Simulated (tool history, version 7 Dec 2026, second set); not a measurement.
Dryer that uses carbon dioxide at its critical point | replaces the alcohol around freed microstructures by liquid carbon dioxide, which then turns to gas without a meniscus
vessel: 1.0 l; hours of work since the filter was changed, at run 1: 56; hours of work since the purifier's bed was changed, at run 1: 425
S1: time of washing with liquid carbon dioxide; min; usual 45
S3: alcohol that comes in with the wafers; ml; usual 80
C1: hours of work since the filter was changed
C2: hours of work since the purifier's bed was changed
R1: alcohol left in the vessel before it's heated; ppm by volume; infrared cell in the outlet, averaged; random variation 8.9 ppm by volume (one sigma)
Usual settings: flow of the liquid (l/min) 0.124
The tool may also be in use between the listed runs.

run 1 hour=0 | S1=45 flow_of_the_liquid_(l/min)=0.124 S3=80 | C1=56 C2=425 | R1=624
run 2 hour=30.7 | S1=54 flow_of_the_liquid_(l/min)=0.124 S3=80 | C1=77 C2=447 | R1=305
run 3 hour=55.6 | S1=54 flow_of_the_liquid_(l/min)=0.124 S3=80 | C1=95 C2=464 | R1=304
run 4 hour=76.1 | S1=54 flow_of_the_liquid_(l/min)=0.124 S3=80 | C1=109 C2=478 | R1=303
run 5 hour=102.1 | S1=54 flow_of_the_liquid_(l/min)=0.124 S3=80 | C1=127 C2=497 | R1=335
run 6 hour=125.1 | S1=54 flow_of_the_liquid_(l/min)=0.124 S3=80 | C1=144 C2=513 | R1=333
run 7 hour=146.2 | S1=54 flow_of_the_liquid_(l/min)=0.172 S3=80 | C1=158 C2=528 | R1=123
run 8 hour=170.1 | S1=54 flow_of_the_liquid_(l/min)=0.172 S3=80 | C1=175 C2=544 | R1=126
run 9 hour=186.6 | S1=54 flow_of_the_liquid_(l/min)=0.172 S3=80 | C1=187 C2=556 | R1=131
run 10 hour=207.9 | S1=45 flow_of_the_liquid_(l/min)=0.124 S3=23 | C1=202 C2=571 | R1=311
run 11 hour=240.2 | S1=30 flow_of_the_liquid_(l/min)=0.124 S3=80 | C1=224 C2=593 | R1=3460
run 12 hour=257.5 | S1=30 flow_of_the_liquid_(l/min)=0.124 S3=80 | C1=236 C2=606 | R1=3599
run 13 hour=285.6 | S1=45 flow_of_the_liquid_(l/min)=0.088 S3=80 | C1=256 C2=625 | R1=3052
run 14 hour=302 | S1=45 flow_of_the_liquid_(l/min)=0.088 S3=80 | C1=267 C2=637 | R1=3103
-- hour=311.5 inlet filter changed
run 15 hour=336.8 | S1=45 flow_of_the_liquid_(l/min)=0.088 S3=80 | C1=18 C2=660 | R1=2356
run 16 hour=376.1 | S1=33 flow_of_the_liquid_(l/min)=0.088 S3=80 | C1=45 C2=688 | R1=6188
run 17 hour=414.4 | S1=33 flow_of_the_liquid_(l/min)=0.088 S3=80 | C1=72 C2=715 | R1=6504
run 18 hour=436.1 | S1=45 flow_of_the_liquid_(l/min)=0.124 S3=80 | C1=87 C2=730 | R1=719
run 19 hour=471.2 | S1=45 flow_of_the_liquid_(l/min)=0.124 S3=80 | C1=112 C2=755 | R1=733
run 20 hour=488.6 | S1=45 flow_of_the_liquid_(l/min)=0.124 S3=80 | C1=124 C2=767 | R1=756
run 21 hour=522.8 | S1=45 flow_of_the_liquid_(l/min)=0.124 S3=80 | C1=148 C2=791 | R1=780
run 22 hour=557.3 | S1=45 flow_of_the_liquid_(l/min)=0.124 S3=80 | C1=172 C2=815 | R1=802
run 23 hour=581.2 | S1=45 flow_of_the_liquid_(l/min)=0.124 S3=80 | C1=189 C2=832 | R1=803
run 24 hour=610.8 | S1=27 flow_of_the_liquid_(l/min)=0.124 S3=80 | C1=210 C2=852 | R1=4752
run 25 hour=635.2 | S1=45 flow_of_the_liquid_(l/min)=0.196 S3=80 | C1=227 C2=870 | R1=198
run 26 hour=669 | S1=45 flow_of_the_liquid_(l/min)=0.196 S3=80 | C1=251 C2=893 | R1=190
run 27 hour=688.4 | S1=29 flow_of_the_liquid_(l/min)=0.142 S3=75 | C1=264 C2=907 | R1=2563
-- hour=700.7 inlet filter changed
run 28 hour=715.8 | S1=57 flow_of_the_liquid_(l/min)=0.178 S3=75 | C1=11 C2=925 | R1=171
run 29 hour=732.3 | S1=57 flow_of_the_liquid_(l/min)=0.178 S3=75 | C1=22 C2=937 | R1=161
run 30 hour=752.9 | S1=30 flow_of_the_liquid_(l/min)=0.089 S3=21 | C1=37 C2=951 | R1=2104
run 31 hour=775 | S1=30 flow_of_the_liquid_(l/min)=0.089 S3=97 | C1=52 C2=967 | R1=9144
run 32 hour=807.4 | S1=33 flow_of_the_liquid_(l/min)=0.145 S3=39 | C1=75 C2=990 | R1=740
run 33 hour=828.8 | S1=33 flow_of_the_liquid_(l/min)=0.145 S3=39 | C1=90 C2=1005 | R1=726
run 34 hour=854.5 | S1=65 flow_of_the_liquid_(l/min)=0.204 S3=39 | C1=108 C2=1023 | R1=180
run 35 hour=870.5 | S1=30 flow_of_the_liquid_(l/min)=0.124 S3=43 | C1=119 C2=1034 | R1=1831
run 36 hour=894.7 | S1=57 flow_of_the_liquid_(l/min)=0.075 S3=25 | C1=136 C2=1051 | R1=828
run 37 hour=928.6 | S1=45 flow_of_the_liquid_(l/min)=0.124 S3=38 | C1=160 C2=1075 | R1=493
run 38 hour=948.2 | S1=31 flow_of_the_liquid_(l/min)=0.146 S3=26 | C1=173 C2=1088 | R1=708
run 39 hour=970 | S1=32 flow_of_the_liquid_(l/min)=0.104 S3=22 | C1=189 C2=1103 | R1=1493
run 40 hour=1005.9 | S1=37 flow_of_the_liquid_(l/min)=0.104 S3=22 | C1=214 C2=1129 | R1=1033
run 41 hour=1022.2 | S1=60 flow_of_the_liquid_(l/min)=0.19 S3=80 | C1=225 C2=1140 | R1=220
run 42 hour=1057.9 | S1=28 flow_of_the_liquid_(l/min)=0.078 S3=22 | C1=250 C2=1165 | R1=3739
-- hour=1090.4 inlet filter changed
run 43 hour=1094 | S1=28 flow_of_the_liquid_(l/min)=0.078 S3=22 | C1=3 C2=1190 | R1=3316
run 44 hour=1126.7 | S1=45 flow_of_the_liquid_(l/min)=0.124 S3=28 | C1=25 C2=1213 | R1=386
run 45 hour=1154.3 | S1=45 flow_of_the_liquid_(l/min)=0.123 S3=30 | C1=45 C2=1232 | R1=419
run 46 hour=1186.6 | S1=60 flow_of_the_liquid_(l/min)=0.158 S3=80 | C1=67 C2=1255 | R1=235
run 47 hour=1204 | S1=60 flow_of_the_liquid_(l/min)=0.093 S3=37 | C1=80 C2=1267 | R1=487

4 ways to go on from here, each from the tool as it stands after run 47. What would each give?
run A hour=1239.7 | S1=53 flow_of_the_liquid_(l/min)=0.19 S3=32 | C1=105 C2=1292 | R1=?
run B hour=1239.7 | S1=37 flow_of_the_liquid_(l/min)=0.093 S3=37 | C1=105 C2=1292 | R1=?
run C hour=1239.7 | S1=47 flow_of_the_liquid_(l/min)=0.189 S3=76 | C1=105 C2=1292 | R1=?
run D hour=1239.7 | S1=56 flow_of_the_liquid_(l/min)=0.129 S3=80 | C1=105 C2=1292 | R1=?

run=A R1=233
run=B R1=2037
run=C R1=263
run=D R1=358
Without the tool's hidden state the same runs would have given:
run=A R1=5
run=B R1=1630
run=C R1=26
run=D R1=110

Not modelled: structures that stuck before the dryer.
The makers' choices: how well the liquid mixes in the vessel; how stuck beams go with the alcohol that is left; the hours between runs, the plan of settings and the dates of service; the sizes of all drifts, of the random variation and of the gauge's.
